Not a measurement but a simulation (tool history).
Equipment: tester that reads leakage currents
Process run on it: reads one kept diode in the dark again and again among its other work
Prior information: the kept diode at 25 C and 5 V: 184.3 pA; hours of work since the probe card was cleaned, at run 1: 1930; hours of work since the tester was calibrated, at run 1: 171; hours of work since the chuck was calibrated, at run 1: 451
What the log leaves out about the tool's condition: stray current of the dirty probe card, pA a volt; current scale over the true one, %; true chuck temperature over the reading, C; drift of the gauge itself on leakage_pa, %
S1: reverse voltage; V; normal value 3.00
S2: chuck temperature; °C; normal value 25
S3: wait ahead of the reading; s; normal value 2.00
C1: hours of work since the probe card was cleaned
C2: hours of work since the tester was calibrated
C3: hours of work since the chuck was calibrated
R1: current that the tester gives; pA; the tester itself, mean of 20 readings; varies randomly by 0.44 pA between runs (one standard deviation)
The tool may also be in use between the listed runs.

{"run": 1, "hour": 0.0, "S1": 3.0, "S2": 25, "S3": 2.0, "C1": 1930, "C2": 171, "C3": 451, "R1": 139.95}
{"run": 2, "hour": 43.8, "S1": 3.0, "S2": 25, "S3": 2.0, "C1": 1949, "C2": 190, "C3": 470, "R1": 140.17}
{"run": 3, "hour": 80.3, "S1": 3.0, "S2": 25, "S3": 2.0, "C1": 1965, "C2": 205, "C3": 486, "R1": 139.54}
{"run": 4, "hour": 129.5, "S1": 3.0, "S2": 27, "S3": 2.0, "C1": 1986, "C2": 226, "C3": 507, "R1": 165.31}
{"run": 5, "hour": 156.3, "S1": 3.0, "S2": 27, "S3": 2.46, "C1": 1998, "C2": 238, "C3": 518, "R1": 165.21}
{"run": 6, "hour": 212.4, "S1": 3.0, "S2": 25, "S3": 2.0, "C1": 2022, "C2": 262, "C3": 543, "R1": 137.04}
{"run": 7, "hour": 247.0, "S1": 3.0, "S2": 25, "S3": 7.16, "C1": 2037, "C2": 277, "C3": 557, "R1": 137.7}
{"run": 8, "hour": 302.6, "S1": 3.0, "S2": 25, "S3": 7.16, "C1": 2060, "C2": 301, "C3": 581, "R1": 137.0}
{"run": 9, "hour": 357.9, "S1": 3.0, "S2": 25, "S3": 2.0, "C1": 2084, "C2": 325, "C3": 605, "R1": 136.15}
{"hour": 362.9, "done": "chuck's temperature calibrated"}
{"run": 10, "hour": 399.7, "S1": 3.0, "S2": 25, "S3": 2.0, "C1": 2101, "C2": 342, "C3": 16, "R1": 125.52}
{"run": 11, "hour": 460.4, "S1": 3.0, "S2": 25, "S3": 2.0, "C1": 2127, "C2": 368, "C3": 42, "R1": 124.97}
{"hour": 492.8, "done": "chuck's temperature calibrated, once more"}
{"run": 12, "hour": 497.1, "S1": 3.0, "S2": 25, "S3": 2.0, "C1": 2142, "C2": 383, "C3": 2, "R1": 153.45}
{"run": 13, "hour": 546.4, "S1": 3.0, "S2": 25, "S3": 2.0, "C1": 2164, "C2": 404, "C3": 23, "R1": 153.35}
{"run": 14, "hour": 579.6, "S1": 3.0, "S2": 25, "S3": 2.0, "C1": 2178, "C2": 418, "C3": 37, "R1": 152.2}
{"run": 15, "hour": 627.5, "S1": 3.0, "S2": 25, "S3": 2.0, "C1": 2199, "C2": 439, "C3": 58, "R1": 153.13}
{"run": 16, "hour": 660.5, "S1": 3.0, "S2": 25, "S3": 2.0, "C1": 2213, "C2": 453, "C3": 72, "R1": 151.66}
{"run": 17, "hour": 704.3, "S1": 1.2, "S2": 25, "S3": 2.0, "C1": 2232, "C2": 472, "C3": 91, "R1": 97.57}
{"run": 18, "hour": 742.8, "S1": 3.0, "S2": 53, "S3": 0.35, "C1": 2248, "C2": 489, "C3": 108, "R1": 1484.48}
{"run": 19, "hour": 769.2, "S1": 5.15, "S2": 25, "S3": 2.0, "C1": 2260, "C2": 500, "C3": 119, "R1": 196.86}
{"run": 20, "hour": 824.0, "S1": 1.61, "S2": 45, "S3": 7.38, "C1": 2283, "C2": 523, "C3": 142, "R1": 593.57}
{"run": 21, "hour": 875.8, "S1": 1.61, "S2": 45, "S3": 7.38, "C1": 2305, "C2": 546, "C3": 165, "R1": 592.48}
{"run": 22, "hour": 901.1, "S1": 1.61, "S2": 45, "S3": 7.38, "C1": 2316, "C2": 557, "C3": 176, "R1": 587.88}
{"hour": 909.7, "done": "probe card cleaned and baked"}
{"run": 23, "hour": 934.1, "S1": 1.61, "S2": 45, "S3": 7.38, "C1": 11, "C2": 570, "C3": 189, "R1": 584.2}
{"run": 24, "hour": 990.0, "S1": 1.37, "S2": 50, "S3": 2.0, "C1": 35, "C2": 594, "C3": 213, "R1": 800.56}
{"run": 25, "hour": 1032.0, "S1": 1.06, "S2": 34, "S3": 2.92, "C1": 53, "C2": 612, "C3": 231, "R1": 192.28}
{"run": 26, "hour": 1080.4, "S1": 1.06, "S2": 34, "S3": 2.92, "C1": 73, "C2": 632, "C3": 252, "R1": 190.91}
{"run": 27, "hour": 1133.7, "S1": 1.06, "S2": 39, "S3": 1.23, "C1": 96, "C2": 655, "C3": 274, "R1": 289.21}
{"run": 28, "hour": 1158.6, "S1": 1.06, "S2": 39, "S3": 1.23, "C1": 107, "C2": 666, "C3": 285, "R1": 289.4}
{"run": 29, "hour": 1198.4, "S1": 1.06, "S2": 39, "S3": 1.23, "C1": 124, "C2": 683, "C3": 302, "R1": 288.48}
{"run": 30, "hour": 1254.9, "S1": 1.06, "S2": 39, "S3": 1.23, "C1": 149, "C2": 708, "C3": 327, "R1": 287.33}
{"run": 31, "hour": 1315.3, "S1": 1.1, "S2": 25, "S3": 1.44, "C1": 175, "C2": 734, "C3": 353, "R1": 86.15}

Same runs, no hidden state in the tool, same run-to-run variation:
run=1 R1=145.55
run=2 R1=146.34
run=3 R1=146.12
run=4 R1=174.98
run=5 R1=175.26
run=6 R1=145.07
run=7 R1=146.22
run=8 R1=146.14
run=9 R1=145.88
run=10 R1=145.78
run=11 R1=145.92
run=12 R1=145.36
run=13 R1=145.81
run=14 R1=145.10
run=15 R1=146.53
run=16 R1=145.55
run=17 R1=95.78
run=18 R1=1497.20
run=19 R1=187.43
run=20 R1=602.26
run=21 R1=603.82
run=22 R1=600.41
run=23 R1=602.56
run=24 R1=828.67
run=25 R1=200.52
run=26 R1=199.97
run=27 R1=303.86
run=28 R1=304.73
run=29 R1=304.84
run=30 R1=305.10
run=31 R1=92.39
